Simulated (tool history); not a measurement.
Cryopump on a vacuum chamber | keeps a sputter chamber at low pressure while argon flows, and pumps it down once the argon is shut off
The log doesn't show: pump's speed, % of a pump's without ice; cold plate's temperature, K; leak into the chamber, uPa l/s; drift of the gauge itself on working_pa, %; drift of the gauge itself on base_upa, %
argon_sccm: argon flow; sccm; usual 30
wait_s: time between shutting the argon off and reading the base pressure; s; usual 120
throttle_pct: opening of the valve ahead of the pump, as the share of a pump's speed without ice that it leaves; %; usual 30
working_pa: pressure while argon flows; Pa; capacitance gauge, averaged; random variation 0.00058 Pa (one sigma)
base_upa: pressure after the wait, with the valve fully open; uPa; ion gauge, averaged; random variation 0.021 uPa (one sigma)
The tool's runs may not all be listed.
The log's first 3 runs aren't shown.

run,day,argon_sccm,wait_s,throttle_pct,hours of work since the pump was warmed up and emptied,hours of work since the cold head was overhauled,hours of work since the chamber's fittings were tightened,working_pa,base_upa
4,1.692,30,64,47,381,381,1568,0.0541,1.46
5,2.588,30,64,47,394,394,1581,0.0530,1.47
6,3.183,30,64,47,402,402,1590,0.0541,1.50
7,3.708,30,64,47,410,410,1597,0.0543,1.54
8,4.183,30,31,30,417,417,1604,0.0807,1.94
9,4.896,30,138,30,427,427,1614,0.0807,1.36
10,5.321,30,138,30,433,433,1621,0.0810,1.34
11,5.896,30,138,30,441,441,1629,0.0813,1.33
12,6.404,30,138,30,448,448,1636,0.0807,1.40
13,7.217,30,120,30,460,460,1648,0.0808,1.46
14,8.033,21,120,30,472,472,1659,0.0581,1.48
15,8.650,21,120,30,481,481,1668,0.0580,1.53
16,9.250,30,130,30,489,489,1677,0.0834,1.42
17,9.900,30,120,30,499,499,1686,0.0836,1.52
# day 10.433: pump warmed up, emptied and cooled again
18,10.525,30,297,51,1,505,1692,0.0430,1.04
19,10.971,30,297,51,8,511,1699,0.0440,1.00
20,11.621,30,297,43,17,520,1708,0.0520,1.03
21,12.471,30,30,43,29,533,1720,0.0523,1.71
22,12.971,33,57,15,36,540,1727,0.1610,1.36

The next listed run, before its measurement:
23,13.788,33,57,15,48,551,1739,?,?

{"run 23": {"working_pa": 0.1624, "base_upa": 1.36}}
Without the tool's hidden state the same run would have given working_pa 0.1612 Pa, base_upa 0.51 uPa.

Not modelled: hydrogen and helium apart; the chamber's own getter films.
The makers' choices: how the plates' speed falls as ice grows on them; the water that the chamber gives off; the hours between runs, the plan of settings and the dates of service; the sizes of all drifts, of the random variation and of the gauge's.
